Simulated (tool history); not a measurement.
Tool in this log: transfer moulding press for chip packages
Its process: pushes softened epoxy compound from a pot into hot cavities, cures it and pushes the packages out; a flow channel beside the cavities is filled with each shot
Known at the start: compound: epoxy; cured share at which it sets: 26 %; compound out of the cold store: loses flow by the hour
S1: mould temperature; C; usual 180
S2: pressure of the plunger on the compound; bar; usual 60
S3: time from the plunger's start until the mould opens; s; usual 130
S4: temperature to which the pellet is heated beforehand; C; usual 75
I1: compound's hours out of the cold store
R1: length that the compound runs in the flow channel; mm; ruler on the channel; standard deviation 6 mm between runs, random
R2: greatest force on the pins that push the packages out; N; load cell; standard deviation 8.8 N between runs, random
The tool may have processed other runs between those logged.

run 1 hour=0 | S1=180 S2=60 S3=130 S4=75 | I1=14.9 | R1=881 R2=444
run 2 hour=18.5 | S1=180 S2=60 S3=130 S4=75 | I1=33.1 | R1=784 R2=457
-- hour=42.3 plunger's sealing rings changed
run 3 hour=51.2 | S1=180 S2=60 S3=130 S4=75 | I1=43.5 | R1=849 R2=523
run 4 hour=85.1 | S1=180 S2=60 S3=130 S4=75 | I1=34.7 | R1=875 R2=549
run 5 hour=105 | S1=180 S2=60 S3=130 S4=75 | I1=10.8 | R1=1026 R2=567
-- hour=111.1 cavities cleaned with cleaning compound and waxed
run 6 hour=126.1 | S1=180 S2=60 S3=130 S4=75 | I1=23 | R1=944 R2=431
run 7 hour=142.9 | S1=180 S2=60 S3=130 S4=75 | I1=26.2 | R1=930 R2=471
run 8 hour=172.8 | S1=180 S2=60 S3=130 S4=75 | I1=17.1 | R1=967 R2=516
run 9 hour=207.8 | S1=180 S2=60 S3=130 S4=75 | I1=37.8 | R1=851 R2=565
run 10 hour=223.7 | S1=180 S2=60 S3=130 S4=71 | I1=19 | R1=946 R2=565
-- hour=230.4 cavities cleaned with cleaning compound and waxed
run 11 hour=252.2 | S1=180 S2=60 S3=121 S4=75 | I1=41.1 | R1=834 R2=470
run 12 hour=281.8 | S1=180 S2=60 S3=121 S4=75 | I1=44.7 | R1=795 R2=516
run 13 hour=308.1 | S1=179 S2=63.4 S3=130 S4=75 | I1=9.9 | R1=1022 R2=588
run 14 hour=336.6 | S1=179 S2=63.4 S3=130 S4=75 | I1=15.6 | R1=968 R2=591
-- hour=350.2 cavities cleaned with cleaning compound and waxed
run 15 hour=356.5 | S1=179 S2=63.4 S3=130 S4=80 | I1=41.9 | R1=841 R2=423
run 16 hour=381.4 | S1=179 S2=63.4 S3=130 S4=80 | I1=44.8 | R1=812 R2=489
run 17 hour=396.8 | S1=172 S2=45.5 S3=138 S4=75 | I1=30 | R1=759 R2=657
run 18 hour=420.9 | S1=176 S2=52 S3=170 S4=75 | I1=30.7 | R1=801 R2=490
run 19 hour=442.9 | S1=180 S2=60 S3=130 S4=84 | I1=17.4 | R1=918 R2=583
-- hour=469 cavities cleaned with cleaning compound and waxed
run 20 hour=479.6 | S1=180 S2=60 S3=143 S4=75 | I1=34.2 | R1=831 R2=425
run 21 hour=499.1 | S1=180 S2=60 S3=143 S4=75 | I1=13.4 | R1=925 R2=452
run 22 hour=530.9 | S1=180 S2=60 S3=143 S4=75 | I1=40.2 | R1=786 R2=499

Below, each run's measurement less what the same run would have read without the hidden state. Both values contain the same run-to-run variation, but the gauge's scatter may not be the same in both:
Unlogged tool condition in this case: true mould temperature over the reading, C; pressure that reaches the compound, % of what is set; grip of the stained cavities, % over clean ones'; drift of the gauge itself on flow_mm, %; drift of the gauge itself on push_out_n, %.
run=1 R1=-123 R2=+35
run=2 R1=-113 R2=+70
run=3 R1=+0 R2=+125
run=4 R1=-6 R2=+163
run=5 R1=-11 R2=+179
run=6 R1=-13 R2=+47
run=7 R1=-16 R2=+81
run=8 R1=-23 R2=+127
run=9 R1=-25 R2=+167
run=10 R1=-31 R2=+180
run=11 R1=-32 R2=+65
run=12 R1=-35 R2=+117
run=13 R1=-50 R2=+162
run=14 R1=-53 R2=+183
run=15 R1=-49 R2=+28
run=16 R1=-52 R2=+87
run=17 R1=-51 R2=+155
run=18 R1=-58 R2=+126
run=19 R1=-71 R2=+172
run=20 R1=-72 R2=+37
run=21 R1=-83 R2=+72
run=22 R1=-76 R2=+123

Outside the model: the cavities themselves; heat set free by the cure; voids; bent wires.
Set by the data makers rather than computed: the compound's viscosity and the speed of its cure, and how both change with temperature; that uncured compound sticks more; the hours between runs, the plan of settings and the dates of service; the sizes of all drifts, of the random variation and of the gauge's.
